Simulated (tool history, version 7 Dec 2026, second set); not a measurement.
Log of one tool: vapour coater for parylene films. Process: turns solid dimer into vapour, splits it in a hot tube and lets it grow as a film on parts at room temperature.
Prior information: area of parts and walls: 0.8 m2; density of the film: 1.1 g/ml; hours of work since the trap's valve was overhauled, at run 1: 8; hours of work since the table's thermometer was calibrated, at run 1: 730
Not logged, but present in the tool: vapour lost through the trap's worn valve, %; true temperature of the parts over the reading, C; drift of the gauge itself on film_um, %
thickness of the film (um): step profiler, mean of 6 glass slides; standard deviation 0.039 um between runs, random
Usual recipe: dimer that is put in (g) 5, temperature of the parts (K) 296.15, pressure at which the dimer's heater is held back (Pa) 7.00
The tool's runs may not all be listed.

run    hour  dimer that is put in (g)  temperature of the parts (K)  pressure at which the dimer's heater is held back (Pa)  hours of work since the trap's valve was overhauled  hours of work since the table's thermometer was calibrated  thickness of the film (um)
  1     0.0                         5                        296.15                                                    7.00                                                    8                                                         730                        4.02
  2    25.5                         5                        296.15                                                    7.00                                                   26                                                         748                        3.98
  3    49.6                         5                        296.15                                                    7.00                                                   43                                                         765                        3.95
  4    84.3                         5                        296.15                                                    7.00                                                   68                                                         790                        3.96
  5   112.9                         5                        296.15                                                   11.49                                                   89                                                         810                        3.62
  6   131.4                         5                        296.15                                                   11.49                                                  102                                                         824                        3.61
  7   150.8                         5                        296.15                                                   11.49                                                  116                                                         837                        3.60
  8   174.4                         5                        296.15                                                   11.49                                                  133                                                         854                        3.63
  9   196.4                         5                        296.15                                                    4.06                                                  148                                                         870                        4.43
 10   216.9                         5                        296.15                                                    4.06                                                  163                                                         885                        4.44
 11   236.1                         5                        296.15                                                    4.06                                                  177                                                         898                        4.46
 12   267.9                         5                        296.15                                                    4.06                                                  199                                                         921                        4.35
 13   296.3                         5                        296.15                                                    4.06                                                  220                                                         941                        4.31
 14   315.2                         5                        296.15                                                    4.06                                                  233                                                         955                        4.42
      321.0  -- trap's valve overhauled
 15   351.3                         5                        296.15                                                    6.66                                                   22                                                         978                        3.94
 16   366.0                         5                        296.15                                                    6.66                                                   32                                                         988                        3.89
 17   392.1                         5                        296.15                                                    6.66                                                   51                                                        1007                        3.84
 18   421.2                         5                        294.15                                                    6.66                                                   72                                                        1028                        4.18
      457.8  -- trap's valve overhauled, once more
 19   459.6                         5                        294.15                                                    6.66                                                    1                                                        1052                        4.34
 20   488.3                         5                        293.15                                                    7.00                                                   22                                                        1073                        4.46
 21   519.1                         5                        296.15                                                    7.00                                                   44                                                        1095                        4.01
 22   537.9                         5                        296.15                                                    7.00                                                   57                                                        1108                        3.92
 23   554.0                         5                        296.15                                                    7.00                                                   69                                                        1120                        3.96
 24   571.7                         5                        296.15                                                    7.00                                                   81                                                        1133                        3.93
 25   595.3                         5                        289.15                                                    3.61                                                   98                                                        1149                        5.46
 26   609.4                         9                        299.15                                                    2.02                                                  108                                                        1160                        7.86
 27   633.1                         2                        298.15                                                    2.56                                                  125                                                        1177                        1.74
 28   663.6                         7                        294.15                                                    2.57                                                  147                                                        1198                        7.27
 29   680.9                         5                        294.15                                                    2.96                                                  160                                                        1211                        5.06
 30   714.5                         5                        296.15                                                    3.23                                                  184                                                        1235                        4.59
 31   745.8                         5                        296.15                                                    3.23                                                  206                                                        1257                        4.49
 32   761.4                         5                        296.15                                                    3.23                                                  217                                                        1268                        4.62
 33   784.4                         5                        296.15                                                    3.23                                                  234                                                        1285                        4.48
 34   809.4                         5                        291.15                                                    2.62                                                  251                                                        1303                        5.33
 35   843.9                         5                        291.15                                                    2.62                                                  276                                                        1327                        5.33
 36   862.0                         4                        297.15                                                    5.58                                                  289                                                        1340                        3.01
 37   884.8                         6                        299.15                                                    6.53                                                  305                                                        1357                        4.10
 38   917.9                         5                        298.15                                                    5.64                                                  329                                                        1380                        3.63
 39   946.9                         3                        298.15                                                    3.43                                                  350                                                        1401                        2.42
 40   962.5                         5                        297.15                                                    4.48                                                  361                                                        1412                        3.91
 41   995.7                         4                        292.15                                                    7.00                                                  385                                                        1436                        3.71
 42  1028.6                         4                        292.15                                                    7.00                                                  408                                                        1459                        3.63
 43  1059.6                         5                        295.15                                                    9.65                                                  430                                                        1481                        3.68
 44  1094.4                         5                        296.15                                                    8.82                                                  455                                                        1506                        3.52
 45  1114.6                         5                        296.15                                                    8.82                                                  470                                                        1521                        3.60
 46  1147.0                         7                        290.15                                                    7.00                                                  493                                                        1544                        6.92
     1172.9  -- trap's valve overhauled
 47  1177.4                         4                        290.15                                                    9.03                                                    3                                                        1563                        3.97
 48  1204.1                         7                        298.15                                                    9.92                                                   22                                                        1582                        4.73

Take each entry between the runs: how does the hidden state at the last listed run before it differ from the hidden state at the first listed run after it?
From run 14 to run 15: trap's valve overhauled (hour 321.0)
  vapour lost through the trap's worn valve, %: 2.9 -> 4.7; true temperature of the parts over the reading, C: 0.5 -> 0.52
  measured less the result without the state, thickness of the film (um): -0.23 -> -0.29
From run 18 to run 19: trap's valve overhauled, once more (hour 457.8)
  vapour lost through the trap's worn valve, %: 5.2 -> 0.4; true temperature of the parts over the reading, C: 0.55 -> 0.56
  measured less the result without the state, thickness of the film (um): -0.34 -> -0.13
From run 46 to run 47: trap's valve overhauled (hour 1172.9)
  vapour lost through the trap's worn valve, %: 5.9 -> 0.3; true temperature of the parts over the reading, C: 0.83 -> 0.84
  measured less the result without the state, thickness of the film (um): -0.72 -> -0.17

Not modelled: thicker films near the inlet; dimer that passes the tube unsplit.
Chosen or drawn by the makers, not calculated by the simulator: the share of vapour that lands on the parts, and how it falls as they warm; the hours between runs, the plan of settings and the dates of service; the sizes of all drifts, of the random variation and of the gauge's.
